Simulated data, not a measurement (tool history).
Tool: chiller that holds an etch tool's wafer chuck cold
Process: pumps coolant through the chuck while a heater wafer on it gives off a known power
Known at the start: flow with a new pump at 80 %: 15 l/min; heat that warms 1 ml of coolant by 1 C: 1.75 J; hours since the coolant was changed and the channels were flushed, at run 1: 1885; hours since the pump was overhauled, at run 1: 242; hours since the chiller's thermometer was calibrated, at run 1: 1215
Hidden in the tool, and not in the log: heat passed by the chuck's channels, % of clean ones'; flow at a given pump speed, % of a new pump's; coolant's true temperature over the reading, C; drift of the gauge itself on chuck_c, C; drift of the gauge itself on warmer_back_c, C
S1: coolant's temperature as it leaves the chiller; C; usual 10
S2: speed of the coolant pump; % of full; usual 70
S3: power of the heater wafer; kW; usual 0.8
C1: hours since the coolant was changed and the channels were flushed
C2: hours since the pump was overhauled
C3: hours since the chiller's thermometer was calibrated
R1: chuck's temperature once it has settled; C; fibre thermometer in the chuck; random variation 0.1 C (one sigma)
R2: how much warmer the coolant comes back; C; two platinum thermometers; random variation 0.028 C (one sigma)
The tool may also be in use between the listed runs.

{"run": 1, "day": 0.0, "S1": 10, "S2": 70, "S3": 0.8, "C1": 1885, "C2": 242, "C3": 1215, "R1": 19, "R2": 2.1}
{"run": 2, "day": 2.517, "S1": 10, "S2": 70, "S3": 0.8, "C1": 1946, "C2": 302, "C3": 1275, "R1": 19.1, "R2": 2.08}
{"run": 3, "day": 4.946, "S1": 10, "S2": 70, "S3": 0.8, "C1": 2004, "C2": 360, "C3": 1333, "R1": 19, "R2": 2.1}
{"run": 4, "day": 6.892, "S1": 10, "S2": 70, "S3": 0.8, "C1": 2051, "C2": 407, "C3": 1380, "R1": 19, "R2": 2.11}
{"run": 5, "day": 8.092, "S1": 10, "S2": 75, "S3": 0.8, "C1": 2080, "C2": 436, "C3": 1409, "R1": 18.7, "R2": 1.92}
{"run": 6, "day": 9.875, "S1": 10, "S2": 70, "S3": 1.116, "C1": 2122, "C2": 479, "C3": 1452, "R1": 22.7, "R2": 2.94}
{"run": 7, "day": 11.388, "S1": 10, "S2": 70, "S3": 1.116, "C1": 2159, "C2": 515, "C3": 1488, "R1": 22.6, "R2": 2.92}
{"run": 8, "day": 12.75, "S1": 10, "S2": 70, "S3": 1.116, "C1": 2191, "C2": 548, "C3": 1521, "R1": 22.9, "R2": 2.89}
{"run": 9, "day": 15.062, "S1": 10, "S2": 70, "S3": 1.116, "C1": 2247, "C2": 603, "C3": 1576, "R1": 23.1, "R2": 2.98}
{"run": 10, "day": 16.562, "S1": 10, "S2": 70, "S3": 1.116, "C1": 2283, "C2": 639, "C3": 1612, "R1": 23.1, "R2": 2.96}
{"run": 11, "day": 18.371, "S1": 10, "S2": 70, "S3": 1.116, "C1": 2326, "C2": 683, "C3": 1656, "R1": 23.2, "R2": 2.96}
{"run": 12, "day": 20.492, "S1": 18, "S2": 70, "S3": 0.8, "C1": 2377, "C2": 733, "C3": 1707, "R1": 27.3, "R2": 2.09}
{"run": 13, "day": 21.904, "S1": 18, "S2": 70, "S3": 0.8, "C1": 2411, "C2": 767, "C3": 1740, "R1": 27.4, "R2": 2.11}
{"run": 14, "day": 24.121, "S1": 11, "S2": 70, "S3": 0.8, "C1": 2464, "C2": 821, "C3": 1794, "R1": 20.2, "R2": 2.12}
{"run": 15, "day": 25.542, "S1": 11, "S2": 70, "S3": 0.8, "C1": 2498, "C2": 855, "C3": 1828, "R1": 20.4, "R2": 2.17}
{"run": 16, "day": 26.788, "S1": 10, "S2": 70, "S3": 0.8, "C1": 2528, "C2": 885, "C3": 1858, "R1": 19.6, "R2": 2.21}
{"run": 17, "day": 28.362, "S1": 10, "S2": 70, "S3": 0.414, "C1": 2566, "C2": 922, "C3": 1895, "R1": 14.9, "R2": 1.1}
{"run": 18, "day": 30.183, "S1": 0, "S2": 70, "S3": 0.621, "C1": 2610, "C2": 966, "C3": 1939, "R1": 7.4, "R2": 1.64}
{"run": 19, "day": 31.762, "S1": 3, "S2": 96, "S3": 0.547, "C1": 2648, "C2": 1004, "C3": 1977, "R1": 8, "R2": 1.03}
{"run": 20, "day": 34.025, "S1": 4, "S2": 99, "S3": 0.427, "C1": 2702, "C2": 1058, "C3": 2031, "R1": 7.9, "R2": 0.76}
{"run": 21, "day": 35.717, "S1": 5, "S2": 65, "S3": 0.409, "C1": 2742, "C2": 1099, "C3": 2072, "R1": 10.1, "R2": 1.18}
{"run": 22, "day": 37.783, "S1": 6, "S2": 70, "S3": 1.078, "C1": 2792, "C2": 1148, "C3": 2122, "R1": 19, "R2": 2.87}
{"run": 23, "day": 39.379, "S1": 17, "S2": 84, "S3": 0.817, "C1": 2830, "C2": 1187, "C3": 2160, "R1": 25.5, "R2": 1.8}
{"run": 24, "day": 41.108, "S1": 17, "S2": 84, "S3": 0.817, "C1": 2872, "C2": 1228, "C3": 2201, "R1": 25.7, "R2": 1.84}
{"run": 25, "day": 42.667, "S1": 9, "S2": 87, "S3": 0.443, "C1": 2909, "C2": 1266, "C3": 2239, "R1": 13.4, "R2": 0.92}
{"day": 43.504, "done": "chiller's thermometer calibrated"}
{"run": 26, "day": 45.05, "S1": 2, "S2": 87, "S3": 0.67, "C1": 2965, "C2": 1322, "C3": 37, "R1": 9.1, "R2": 1.43}
{"run": 27, "day": 47.058, "S1": 12, "S2": 74, "S3": 0.74, "C1": 3014, "C2": 1370, "C3": 85, "R1": 20.6, "R2": 1.92}
{"run": 28, "day": 48.996, "S1": 7, "S2": 74, "S3": 1.069, "C1": 3060, "C2": 1417, "C3": 132, "R1": 19.6, "R2": 2.75}
{"run": 29, "day": 51.008, "S1": 10, "S2": 80, "S3": 0.964, "C1": 3108, "C2": 1465, "C3": 180, "R1": 20.7, "R2": 2.24}
{"run": 30, "day": 52.808, "S1": 10, "S2": 97, "S3": 0.8, "C1": 3152, "C2": 1508, "C3": 223, "R1": 17.9, "R2": 1.53}
{"run": 31, "day": 55.096, "S1": 10, "S2": 97, "S3": 0.8, "C1": 3207, "C2": 1563, "C3": 278, "R1": 17.7, "R2": 1.54}

Forecast each of these 5 alternatives for the next run:
{"run": "A", "day": 56.562, "S1": 4, "S2": 70, "S3": 0.864, "C1": 3242, "C2": 1598, "C3": 313, "R1": "?", "R2": "?"}
{"run": "B", "day": 56.562, "S1": 4, "S2": 70, "S3": 0.8, "C1": 3242, "C2": 1598, "C3": 313, "R1": "?", "R2": "?"}
{"run": "C", "day": 56.562, "S1": 8, "S2": 87, "S3": 0.511, "C1": 3242, "C2": 1598, "C3": 313, "R1": "?", "R2": "?"}
{"run": "D", "day": 56.562, "S1": 15, "S2": 93, "S3": 0.8, "C1": 3242, "C2": 1598, "C3": 313, "R1": "?", "R2": "?"}
{"run": "E", "day": 56.562, "S1": 14, "S2": 97, "S3": 0.516, "C1": 3242, "C2": 1598, "C3": 313, "R1": "?", "R2": "?"}

run=A R1=14.9 R2=2.34
run=B R1=13.8 R2=2.13
run=C R1=13.4 R2=1.11
run=D R1=23 R2=1.6
run=E R1=19.1 R2=0.96
Without the tool's hidden state the same runs would have given:
run=A R1=13 R2=2.28
run=B R1=12 R2=2.07
run=C R1=12.4 R2=1.08
run=D R1=21.6 R2=1.56
run=E R1=18.2 R2=0.93
